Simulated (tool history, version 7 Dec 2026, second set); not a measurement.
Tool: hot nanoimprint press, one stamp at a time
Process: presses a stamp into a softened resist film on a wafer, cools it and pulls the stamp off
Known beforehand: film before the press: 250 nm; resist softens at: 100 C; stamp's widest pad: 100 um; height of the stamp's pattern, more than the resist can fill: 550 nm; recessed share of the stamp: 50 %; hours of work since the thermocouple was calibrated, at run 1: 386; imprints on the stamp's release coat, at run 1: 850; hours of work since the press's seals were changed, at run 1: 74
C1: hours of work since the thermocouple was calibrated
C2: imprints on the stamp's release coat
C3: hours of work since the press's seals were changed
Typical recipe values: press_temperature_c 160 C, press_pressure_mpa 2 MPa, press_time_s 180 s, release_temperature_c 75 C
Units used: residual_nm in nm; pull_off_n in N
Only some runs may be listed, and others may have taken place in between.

Run 1, hour 0: usual settings; C1 386; C2 850; C3 74. Result: residual_nm 137.6 nm, pull_off_n 243 N.
Run 2, hour 48.1: usual settings; C1 408; C2 932; C3 96. Result: residual_nm 136.9 nm, pull_off_n 246 N.
Run 3, hour 74.7: usual settings; C1 421; C2 977; C3 108. Result: residual_nm 135.4 nm, pull_off_n 235 N.
Run 4, hour 97.6: usual settings but press_temperature_c 156 C; C1 431; C2 1015; C3 119. Result: residual_nm 159.4 nm, pull_off_n 250 N.
Run 5, hour 140: usual settings but press_temperature_c 156 C; C1 451; C2 1087; C3 138. Result: residual_nm 156.6 nm, pull_off_n 248 N.
Run 6, hour 185.9: usual settings but press_temperature_c 156 C, press_time_s 92 s; C1 472; C2 1165; C3 159. Result: residual_nm 185.6 nm, pull_off_n 249 N.
Run 7, hour 226.9: usual settings but press_temperature_c 156 C, press_time_s 92 s; C1 491; C2 1234; C3 178. Result: residual_nm 184.2 nm, pull_off_n 251 N.
Run 8, hour 258.3: usual settings but press_temperature_c 156 C, press_time_s 92 s; C1 505; C2 1288; C3 193. Result: residual_nm 186.5 nm, pull_off_n 240 N.
At hour 286.3: plate thermocouple calibrated.
Run 9, hour 300.2: usual settings but press_temperature_c 156 C, press_time_s 92 s; C1 6; C2 1353; C3 210. Result: residual_nm 183.1 nm, pull_off_n 249 N.
Run 10, hour 330.2: usual settings but press_temperature_c 156 C, press_time_s 92 s; C1 20; C2 1404; C3 224. Result: residual_nm 183.1 nm, pull_off_n 249 N.
Run 11, hour 378.2: usual settings but press_temperature_c 156 C, press_time_s 92 s; C1 42; C2 1485; C3 246. Result: residual_nm 180.2 nm, pull_off_n 244 N.
Run 12, hour 425.6: usual settings but press_temperature_c 156 C, press_time_s 92 s; C1 64; C2 1566; C3 268. Result: residual_nm 181.6 nm, pull_off_n 241 N.
Run 13, hour 451.6: usual settings but press_temperature_c 156 C, press_time_s 92 s; C1 76; C2 1610; C3 280. Result: residual_nm 178 nm, pull_off_n 241 N.
Run 14, hour 491.3: usual settings but press_temperature_c 162 C, press_pressure_mpa 2.8 MPa, press_time_s 281 s; C1 94; C2 1677; C3 298. Result: residual_nm 85.4 nm, pull_off_n 247 N.
Run 15, hour 535.7: usual settings but press_temperature_c 156 C, press_pressure_mpa 2.8 MPa, press_time_s 281 s; C1 115; C2 1752; C3 319. Result: residual_nm 112.4 nm, pull_off_n 254 N.
At hour 561.5: plate thermocouple calibrated, once more.
Run 16, hour 572.5: usual settings but press_temperature_c 156 C, press_pressure_mpa 2.8 MPa, press_time_s 281 s; C1 5; C2 1809; C3 334. Result: residual_nm 130.6 nm, pull_off_n 270 N.
Run 17, hour 614: usual settings but press_pressure_mpa 2.29 MPa, press_time_s 351 s; C1 24; C2 1880; C3 354. Result: residual_nm 110.7 nm, pull_off_n 265 N.
Run 18, hour 661.8: usual settings but press_pressure_mpa 2.29 MPa, press_time_s 351 s; C1 46; C2 1960; C3 376. Result: residual_nm 108.6 nm, pull_off_n 272 N.
Run 19, hour 703.8: usual settings but press_pressure_mpa 2.29 MPa, press_time_s 196 s, release_temperature_c 76 C; C1 66; C2 2032; C3 395. Result: residual_nm 134.1 nm, pull_off_n 260 N.
Run 20, hour 739.6: usual settings but press_temperature_c 152 C, press_pressure_mpa 3.14 MPa, press_time_s 142 s, release_temperature_c 77 C; C1 82; C2 2092; C3 411. Result: residual_nm 172.9 nm, pull_off_n 265 N.

Predict each of these 4 candidate next runs independently; none follows another, all start after run 20:
Run A, hour 764: usual settings but press_temperature_c 170 C, press_pressure_mpa 2.92 MPa, release_temperature_c 81 C; C1 93; C2 2134; C3 423. Result: residual_nm ?, pull_off_n ?.
Run B, hour 764: usual settings but release_temperature_c 63 C; C1 93; C2 2134; C3 423. Result: residual_nm ?, pull_off_n ?.
Run C, hour 764: usual settings but press_temperature_c 152 C, press_pressure_mpa 3.14 MPa, press_time_s 142 s, release_temperature_c 82 C; C1 93; C2 2134; C3 423. Result: residual_nm ?, pull_off_n ?.
Run D, hour 764: usual settings but press_temperature_c 159 C, press_pressure_mpa 2.97 MPa, press_time_s 329 s, release_temperature_c 77 C; C1 93; C2 2134; C3 423. Result: residual_nm ?, pull_off_n ?.

run  residual_nm  pull_off_n
  A         81.1         236
  B        145.8         331
  C        175.3         241
  D        103.5         274
The same runs, with their run-to-run variation unchanged, on a tool lacking any hidden condition would have given:
run  residual_nm  pull_off_n
  A         80.9         197
  B        146.9         276
  C        175.7         202
  D        103.7         229
